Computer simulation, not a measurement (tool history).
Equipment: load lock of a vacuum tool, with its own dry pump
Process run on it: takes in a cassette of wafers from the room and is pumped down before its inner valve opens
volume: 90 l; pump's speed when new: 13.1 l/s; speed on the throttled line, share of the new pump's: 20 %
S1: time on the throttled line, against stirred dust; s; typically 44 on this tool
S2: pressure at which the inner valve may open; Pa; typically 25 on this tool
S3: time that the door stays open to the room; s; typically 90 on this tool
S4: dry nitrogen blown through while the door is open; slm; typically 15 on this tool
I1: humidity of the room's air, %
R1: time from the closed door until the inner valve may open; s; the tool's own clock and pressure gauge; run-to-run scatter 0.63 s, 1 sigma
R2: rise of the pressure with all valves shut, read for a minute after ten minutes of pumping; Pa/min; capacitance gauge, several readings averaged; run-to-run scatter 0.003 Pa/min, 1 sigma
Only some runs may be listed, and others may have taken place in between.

{"run": 1, "hour": 0.0, "S1": 44, "S2": 25, "S3": 90, "S4": 15, "I1": 43.2, "R1": 94.8, "R2": 0.121}
{"run": 2, "hour": 378.3, "S1": 44, "S2": 25, "S3": 90, "S4": 15, "I1": 46.3, "R1": 95, "R2": 0.135}
{"run": 3, "hour": 629.8, "S1": 44, "S2": 25, "S3": 90, "S4": 15, "I1": 47.4, "R1": 94.7, "R2": 0.136}
{"run": 4, "hour": 1036.7, "S1": 44, "S2": 25, "S3": 90, "S4": 15, "I1": 45.2, "R1": 93.8, "R2": 0.153}
{"run": 5, "hour": 1334.6, "S1": 44, "S2": 34, "S3": 90, "S4": 15, "I1": 45.7, "R1": 93.3, "R2": 0.161}
{"run": 6, "hour": 1696.4, "S1": 44, "S2": 34, "S3": 90, "S4": 15, "I1": 44.4, "R1": 93.1, "R2": 0.167}
{"run": 7, "hour": 1926.2, "S1": 44, "S2": 26, "S3": 90, "S4": 15, "I1": 45.9, "R1": 95.2, "R2": 0.177}
{"run": 8, "hour": 2306.7, "S1": 35, "S2": 25, "S3": 90, "S4": 15, "I1": 44.8, "R1": 87.9, "R2": 0.197}
{"run": 9, "hour": 2587.8, "S1": 35, "S2": 25, "S3": 90, "S4": 15, "I1": 47.2, "R1": 87.2, "R2": 0.208}
{"run": 10, "hour": 2938.4, "S1": 44, "S2": 25, "S3": 90, "S4": 32, "I1": 45.8, "R1": 96.8, "R2": 0.208}
{"run": 11, "hour": 3308.4, "S1": 44, "S2": 25, "S3": 90, "S4": 32, "I1": 46.8, "R1": 95.2, "R2": 0.227}
{"run": 12, "hour": 3692.0, "S1": 44, "S2": 25, "S3": 90, "S4": 15, "I1": 42.6, "R1": 97.5, "R2": 0.244}
{"run": 13, "hour": 4188.6, "S1": 44, "S2": 25, "S3": 200, "S4": 15, "I1": 48.1, "R1": 96.1, "R2": 0.3}
{"run": 14, "hour": 4468.8, "S1": 44, "S2": 25, "S3": 85, "S4": 15, "I1": 46.4, "R1": 95.8, "R2": 0.283}
{"run": 15, "hour": 4750.1, "S1": 44, "S2": 25, "S3": 85, "S4": 15, "I1": 45, "R1": 96.3, "R2": 0.3}
{"run": 16, "hour": 4978.9, "S1": 44, "S2": 25, "S3": 85, "S4": 15, "I1": 47.7, "R1": 96.7, "R2": 0.311}
{"run": 17, "hour": 5308.1, "S1": 44, "S2": 27, "S3": 85, "S4": 15, "I1": 42.5, "R1": 95.5, "R2": 0.317}
{"run": 18, "hour": 5676.2, "S1": 66, "S2": 35, "S3": 90, "S4": 13, "I1": 44.7, "R1": 112.6, "R2": 0.35}
{"run": 19, "hour": 5934.9, "S1": 24, "S2": 19, "S3": 90, "S4": 13, "I1": 45.1, "R1": 82.5, "R2": 0.358}
{"run": 20, "hour": 6346.7, "S1": 47, "S2": 24, "S3": 50, "S4": 5, "I1": 42.7, "R1": 99.5, "R2": 0.383}
{"run": 21, "hour": 6805.0, "S1": 47, "S2": 24, "S3": 50, "S4": 5, "I1": 43.8, "R1": 99.9, "R2": 0.391}
{"run": 22, "hour": 7167.1, "S1": 56, "S2": 47, "S3": 231, "S4": 5, "I1": 45.4, "R1": 101.6, "R2": 0.479}
{"run": 23, "hour": 7611.5, "S1": 44, "S2": 42, "S3": 226, "S4": 15, "I1": 47.4, "R1": 93.1, "R2": 0.485}
{"run": 24, "hour": 7927.2, "S1": 23, "S2": 31, "S3": 66, "S4": 15, "I1": 43.1, "R1": 79.5, "R2": 0.469}
{"run": 25, "hour": 8387.2, "S1": 44, "S2": 19, "S3": 31, "S4": 15, "I1": 47.2, "R1": 100.4, "R2": 0.493}
{"run": 26, "hour": 8769.6, "S1": 23, "S2": 20, "S3": 90, "S4": 15, "I1": 49, "R1": 82.9, "R2": 0.528}
{"run": 27, "hour": 9286.0, "S1": 23, "S2": 20, "S3": 90, "S4": 15, "I1": 43.8, "R1": 81.7, "R2": 0.553}
{"run": 28, "hour": 9640.6, "S1": 44, "S2": 33, "S3": 90, "S4": 12, "I1": 45.7, "R1": 95.6, "R2": 0.589}

Each row is a separate what-if for the run after 28, all from the same tool condition, not one after another. Results?
{"run": "A", "hour": 9868.2, "S1": 51, "S2": 25, "S3": 90, "S4": 5, "I1": 37.1, "R1": "?", "R2": "?"}
{"run": "B", "hour": 9868.2, "S1": 44, "S2": 24, "S3": 90, "S4": 23, "I1": 43.7, "R1": "?", "R2": "?"}
{"run": "C", "hour": 9868.2, "S1": 24, "S2": 29, "S3": 28, "S4": 12, "I1": 45.2, "R1": "?", "R2": "?"}
{"run": "D", "hour": 9868.2, "S1": 64, "S2": 33, "S3": 121, "S4": 12, "I1": 41.9, "R1": "?", "R2": "?"}

run=A R1=103.6 R2=0.6
run=B R1=96.3 R2=0.58
run=C R1=82.6 R2=0.585
run=D R1=110.2 R2=0.599
With the hidden condition removed and each run's random variation left untouched, the same runs would have given:
run=A R1=98 R2=0.061
run=B R1=90.7 R2=0.038
run=C R1=76.4 R2=0.032
run=D R1=105.3 R2=0.061
